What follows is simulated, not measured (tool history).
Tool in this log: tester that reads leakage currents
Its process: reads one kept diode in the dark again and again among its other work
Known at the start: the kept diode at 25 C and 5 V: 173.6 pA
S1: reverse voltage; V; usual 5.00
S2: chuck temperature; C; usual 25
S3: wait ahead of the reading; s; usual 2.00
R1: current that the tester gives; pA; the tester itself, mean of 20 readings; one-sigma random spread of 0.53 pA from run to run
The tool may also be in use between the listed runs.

{"run": 1, "hour": 0.0, "S1": 5.0, "S2": 25, "S3": 2.0, "R1": 194.22}
{"run": 2, "hour": 34.4, "S1": 5.0, "S2": 25, "S3": 2.0, "R1": 195.68}
{"run": 3, "hour": 73.8, "S1": 5.0, "S2": 25, "S3": 7.4, "R1": 195.48}
{"run": 4, "hour": 111.0, "S1": 5.0, "S2": 36, "S3": 2.0, "R1": 504.23}
{"run": 5, "hour": 128.6, "S1": 5.0, "S2": 36, "S3": 2.0, "R1": 506.04}
{"run": 6, "hour": 155.0, "S1": 5.0, "S2": 36, "S3": 2.0, "R1": 510.79}
{"run": 7, "hour": 171.3, "S1": 5.0, "S2": 36, "S3": 2.0, "R1": 509.04}
{"run": 8, "hour": 210.0, "S1": 5.0, "S2": 36, "S3": 2.0, "R1": 506.38}
{"hour": 219.7, "done": "chuck's temperature calibrated"}
{"run": 9, "hour": 234.2, "S1": 5.0, "S2": 36, "S3": 2.0, "R1": 457.58}
{"run": 10, "hour": 269.4, "S1": 5.0, "S2": 36, "S3": 2.0, "R1": 455.59}
{"run": 11, "hour": 289.7, "S1": 5.0, "S2": 36, "S3": 2.0, "R1": 458.11}
{"run": 12, "hour": 320.3, "S1": 5.0, "S2": 36, "S3": 2.0, "R1": 457.19}
{"run": 13, "hour": 337.7, "S1": 5.0, "S2": 25, "S3": 2.0, "R1": 177.97}
{"run": 14, "hour": 378.1, "S1": 5.0, "S2": 58, "S3": 2.0, "R1": 2601.36}
{"run": 15, "hour": 398.2, "S1": 10.94, "S2": 58, "S3": 2.0, "R1": 3694.49}
{"run": 16, "hour": 417.6, "S1": 5.0, "S2": 25, "S3": 4.72, "R1": 179.28}
{"run": 17, "hour": 456.2, "S1": 5.0, "S2": 25, "S3": 4.72, "R1": 178.41}
{"hour": 461.7, "done": "tester calibrated"}
{"run": 18, "hour": 491.0, "S1": 5.0, "S2": 25, "S3": 4.72, "R1": 179.67}
{"run": 19, "hour": 513.6, "S1": 5.0, "S2": 25, "S3": 0.87, "R1": 180.95}
{"run": 20, "hour": 542.6, "S1": 5.0, "S2": 25, "S3": 2.0, "R1": 180.93}
{"run": 21, "hour": 576.0, "S1": 1.71, "S2": 25, "S3": 2.0, "R1": 110.27}
{"run": 22, "hour": 599.4, "S1": 8.41, "S2": 26, "S3": 2.0, "R1": 252.96}
{"hour": 607.0, "done": "tester calibrated, once more"}
{"run": 23, "hour": 625.8, "S1": 1.19, "S2": 26, "S3": 2.0, "R1": 101.04}
{"run": 24, "hour": 661.7, "S1": 5.0, "S2": 23, "S3": 2.0, "R1": 151.64}
{"run": 25, "hour": 685.2, "S1": 3.46, "S2": 23, "S3": 2.0, "R1": 128.88}
{"run": 26, "hour": 722.4, "S1": 6.79, "S2": 44, "S3": 0.34, "R1": 1043.66}
{"run": 27, "hour": 746.1, "S1": 18.67, "S2": 28, "S3": 0.44, "R1": 455.6}
{"run": 28, "hour": 778.4, "S1": 18.67, "S2": 28, "S3": 0.44, "R1": 455.88}
{"run": 29, "hour": 806.7, "S1": 5.0, "S2": 25, "S3": 2.04, "R1": 183.57}
{"run": 30, "hour": 835.7, "S1": 11.12, "S2": 27, "S3": 2.0, "R1": 319.53}
{"run": 31, "hour": 859.2, "S1": 4.71, "S2": 37, "S3": 1.64, "R1": 499.7}
{"run": 32, "hour": 880.7, "S1": 16.33, "S2": 53, "S3": 1.64, "R1": 3132.89}
{"run": 33, "hour": 914.2, "S1": 16.33, "S2": 53, "S3": 1.64, "R1": 3143.46}
{"run": 34, "hour": 935.7, "S1": 1.63, "S2": 23, "S3": 1.78, "R1": 91.76}
{"run": 35, "hour": 973.3, "S1": 1.63, "S2": 23, "S3": 0.6, "R1": 92.29}
{"run": 36, "hour": 994.5, "S1": 7.06, "S2": 53, "S3": 2.0, "R1": 2144.04}

Estimate the outcome of run 37 from the log above:
{"run": 37, "hour": 1015.2, "S1": 9.88, "S2": 46, "S3": 5.03, "R1": "?"}

{"run 37": {"R1": 1461.09}}
Were there no unlogged condition in the tool, this run, its random variation unchanged, would have produced R1 1405.38 pA.
